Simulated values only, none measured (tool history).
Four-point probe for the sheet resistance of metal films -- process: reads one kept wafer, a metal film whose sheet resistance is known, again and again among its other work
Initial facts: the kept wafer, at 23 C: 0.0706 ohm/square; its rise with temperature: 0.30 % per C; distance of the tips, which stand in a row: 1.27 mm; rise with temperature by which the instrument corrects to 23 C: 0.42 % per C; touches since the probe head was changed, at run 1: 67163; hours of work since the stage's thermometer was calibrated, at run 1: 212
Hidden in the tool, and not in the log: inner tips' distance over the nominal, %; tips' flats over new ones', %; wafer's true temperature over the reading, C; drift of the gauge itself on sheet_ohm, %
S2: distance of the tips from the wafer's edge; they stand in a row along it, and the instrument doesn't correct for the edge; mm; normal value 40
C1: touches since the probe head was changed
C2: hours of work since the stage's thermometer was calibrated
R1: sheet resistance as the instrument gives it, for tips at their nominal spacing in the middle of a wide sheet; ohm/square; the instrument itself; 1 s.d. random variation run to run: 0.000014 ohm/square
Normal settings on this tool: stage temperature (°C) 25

run 1 hour=0 | stage_temperature_(°C)=25 S2=40 | C1=67163 C2=212 | R1=0.070486
-- hour=13.3 new probe head fitted
run 2 hour=57.1 | stage_temperature_(°C)=25 S2=40 | C1=1498 C2=242 | R1=0.07048
run 3 hour=117.2 | stage_temperature_(°C)=25 S2=40 | C1=3552 C2=275 | R1=0.070482
run 4 hour=163.5 | stage_temperature_(°C)=25 S2=40 | C1=5135 C2=300 | R1=0.070491
run 5 hour=195.7 | stage_temperature_(°C)=18 S2=40 | C1=6237 C2=317 | R1=0.071072
run 6 hour=236.3 | stage_temperature_(°C)=18 S2=40 | C1=7623 C2=339 | R1=0.07104
run 7 hour=272.5 | stage_temperature_(°C)=18 S2=40 | C1=8861 C2=359 | R1=0.07106
run 8 hour=327.3 | stage_temperature_(°C)=25 S2=40 | C1=10734 C2=388 | R1=0.070493
run 9 hour=380.3 | stage_temperature_(°C)=25 S2=33 | C1=12545 C2=417 | R1=0.070502
run 10 hour=412.2 | stage_temperature_(°C)=25 S2=40 | C1=13635 C2=434 | R1=0.07049
run 11 hour=471.4 | stage_temperature_(°C)=19 S2=12 | C1=15659 C2=466 | R1=0.071351
run 12 hour=517.1 | stage_temperature_(°C)=19 S2=3 | C1=17221 C2=491 | R1=0.077123
run 13 hour=585.3 | stage_temperature_(°C)=19 S2=3 | C1=19555 C2=527 | R1=0.07715
run 14 hour=628.2 | stage_temperature_(°C)=27 S2=7 | C1=21022 C2=551 | R1=0.07154
run 15 hour=688.2 | stage_temperature_(°C)=18 S2=38 | C1=23071 C2=583 | R1=0.071077
run 16 hour=742.6 | stage_temperature_(°C)=30 S2=71 | C1=24930 C2=612 | R1=0.070075
run 17 hour=778.7 | stage_temperature_(°C)=34 S2=26 | C1=26166 C2=632 | R1=0.069865
run 18 hour=819.1 | stage_temperature_(°C)=34 S2=26 | C1=27547 C2=654 | R1=0.069859
run 19 hour=874 | stage_temperature_(°C)=26 S2=21 | C1=29422 C2=683 | R1=0.0705
run 20 hour=905.6 | stage_temperature_(°C)=26 S2=21 | C1=30504 C2=700 | R1=0.070498

Below are 4 alternative next runs, each starting from the tool's condition after run 20. Predict each:
run A hour=963.5 | stage_temperature_(°C)=26 S2=4 | C1=32483 C2=731 | R1=?
run B hour=963.5 | stage_temperature_(°C)=30 S2=40 | C1=32483 C2=731 | R1=?
run C hour=963.5 | stage_temperature_(°C)=22 S2=11 | C1=32483 C2=731 | R1=?
run D hour=963.5 | stage_temperature_(°C)=27 S2=19 | C1=32483 C2=731 | R1=?

run=A R1=0.073977
run=B R1=0.070122
run=C R1=0.071205
run=D R1=0.070472
Take away the tool's hidden state, keep each run's random variation, and the runs would have read:
run=A R1=0.073966
run=B R1=0.070111
run=C R1=0.071194
run=D R1=0.070461
